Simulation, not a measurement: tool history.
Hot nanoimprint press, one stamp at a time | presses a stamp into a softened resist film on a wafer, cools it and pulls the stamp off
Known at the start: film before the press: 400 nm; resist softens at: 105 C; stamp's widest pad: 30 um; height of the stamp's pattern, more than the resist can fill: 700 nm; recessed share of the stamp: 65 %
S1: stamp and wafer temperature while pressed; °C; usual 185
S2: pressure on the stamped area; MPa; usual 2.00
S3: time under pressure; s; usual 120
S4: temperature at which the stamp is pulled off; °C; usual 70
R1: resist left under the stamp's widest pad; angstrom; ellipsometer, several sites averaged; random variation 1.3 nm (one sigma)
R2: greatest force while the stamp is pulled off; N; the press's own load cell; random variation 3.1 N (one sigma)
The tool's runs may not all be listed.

{"run": 1, "hour": 0.0, "S1": 185, "S2": 2.0, "S3": 120, "S4": 70, "R1": 2042, "R2": 173}
{"run": 2, "hour": 12.9, "S1": 185, "S2": 2.09, "S3": 120, "S4": 70, "R1": 2006, "R2": 170}
{"run": 3, "hour": 25.3, "S1": 185, "S2": 2.0, "S3": 120, "S4": 61, "R1": 2058, "R2": 212}
{"run": 4, "hour": 43.1, "S1": 185, "S2": 1.35, "S3": 120, "S4": 70, "R1": 2371, "R2": 182}
{"run": 5, "hour": 61.6, "S1": 185, "S2": 1.35, "S3": 76, "S4": 70, "R1": 2732, "R2": 183}
{"run": 6, "hour": 76.1, "S1": 185, "S2": 2.0, "S3": 120, "S4": 70, "R1": 2077, "R2": 186}
{"run": 7, "hour": 94.8, "S1": 185, "S2": 2.0, "S3": 120, "S4": 70, "R1": 2052, "R2": 197}
{"run": 8, "hour": 117.0, "S1": 185, "S2": 2.74, "S3": 120, "S4": 70, "R1": 1825, "R2": 189}
{"run": 9, "hour": 140.2, "S1": 185, "S2": 2.74, "S3": 120, "S4": 70, "R1": 1821, "R2": 203}
{"run": 10, "hour": 156.6, "S1": 185, "S2": 2.74, "S3": 120, "S4": 70, "R1": 1837, "R2": 208}
{"run": 11, "hour": 174.6, "S1": 185, "S2": 2.74, "S3": 120, "S4": 70, "R1": 1822, "R2": 205}
{"run": 12, "hour": 185.3, "S1": 185, "S2": 2.74, "S3": 120, "S4": 70, "R1": 1836, "R2": 212}
{"run": 13, "hour": 208.0, "S1": 185, "S2": 2.74, "S3": 120, "S4": 70, "R1": 1856, "R2": 223}
{"run": 14, "hour": 221.5, "S1": 185, "S2": 2.74, "S3": 120, "S4": 70, "R1": 1840, "R2": 219}
{"hour": 226.0, "done": "plate thermocouple calibrated"}
{"run": 15, "hour": 241.5, "S1": 185, "S2": 2.0, "S3": 120, "S4": 70, "R1": 2115, "R2": 223}
{"run": 16, "hour": 255.2, "S1": 177, "S2": 2.0, "S3": 109, "S4": 70, "R1": 2886, "R2": 226}
{"run": 17, "hour": 273.0, "S1": 185, "S2": 2.0, "S3": 76, "S4": 70, "R1": 2431, "R2": 227}
{"run": 18, "hour": 291.1, "S1": 185, "S2": 2.0, "S3": 80, "S4": 65, "R1": 2443, "R2": 265}
{"hour": 312.8, "done": "stamp cleaned and given a new release coat"}
{"run": 19, "hour": 312.8, "S1": 185, "S2": 2.0, "S3": 80, "S4": 65, "R1": 2417, "R2": 165}
{"run": 20, "hour": 327.1, "S1": 175, "S2": 2.0, "S3": 127, "S4": 78, "R1": 2994, "R2": 118}
{"run": 21, "hour": 350.0, "S1": 175, "S2": 2.0, "S3": 127, "S4": 69, "R1": 3002, "R2": 158}
{"run": 22, "hour": 360.8, "S1": 195, "S2": 1.51, "S3": 127, "S4": 69, "R1": 1560, "R2": 165}
{"hour": 367.3, "done": "plate thermocouple calibrated, once more"}
{"run": 23, "hour": 380.6, "S1": 195, "S2": 2.74, "S3": 142, "S4": 69, "R1": 1058, "R2": 164}
{"run": 24, "hour": 390.3, "S1": 185, "S2": 1.6, "S3": 86, "S4": 70, "R1": 2479, "R2": 164}
{"run": 25, "hour": 411.0, "S1": 176, "S2": 2.2, "S3": 63, "S4": 70, "R1": 3224, "R2": 167}
{"run": 26, "hour": 432.2, "S1": 176, "S2": 2.2, "S3": 63, "S4": 70, "R1": 3208, "R2": 163}
{"run": 27, "hour": 444.0, "S1": 176, "S2": 2.2, "S3": 94, "S4": 70, "R1": 2985, "R2": 177}
{"run": 28, "hour": 466.6, "S1": 176, "S2": 2.2, "S3": 94, "S4": 70, "R1": 2978, "R2": 175}
{"run": 29, "hour": 483.2, "S1": 187, "S2": 2.75, "S3": 151, "S4": 70, "R1": 1507, "R2": 182}

Forecast each of these 4 alternatives for the next run:
{"run": "A", "hour": 500.3, "S1": 173, "S2": 2.75, "S3": 103, "S4": 70, "R1": "?", "R2": "?"}
{"run": "B", "hour": 500.3, "S1": 189, "S2": 2.43, "S3": 64, "S4": 70, "R1": "?", "R2": "?"}
{"run": "C", "hour": 500.3, "S1": 188, "S2": 2.75, "S3": 151, "S4": 70, "R1": "?", "R2": "?"}
{"run": "D", "hour": 500.3, "S1": 187, "S2": 1.85, "S3": 151, "S4": 67, "R1": "?", "R2": "?"}

run=A R1=3013 R2=185
run=B R1=2030 R2=178
run=C R1=1438 R2=179
run=D R1=1808 R2=204
Without the tool's hidden state the same runs would have given:
run=A R1=2979 R2=147
run=B R1=1999 R2=140
run=C R1=1412 R2=141
run=D R1=1778 R2=161
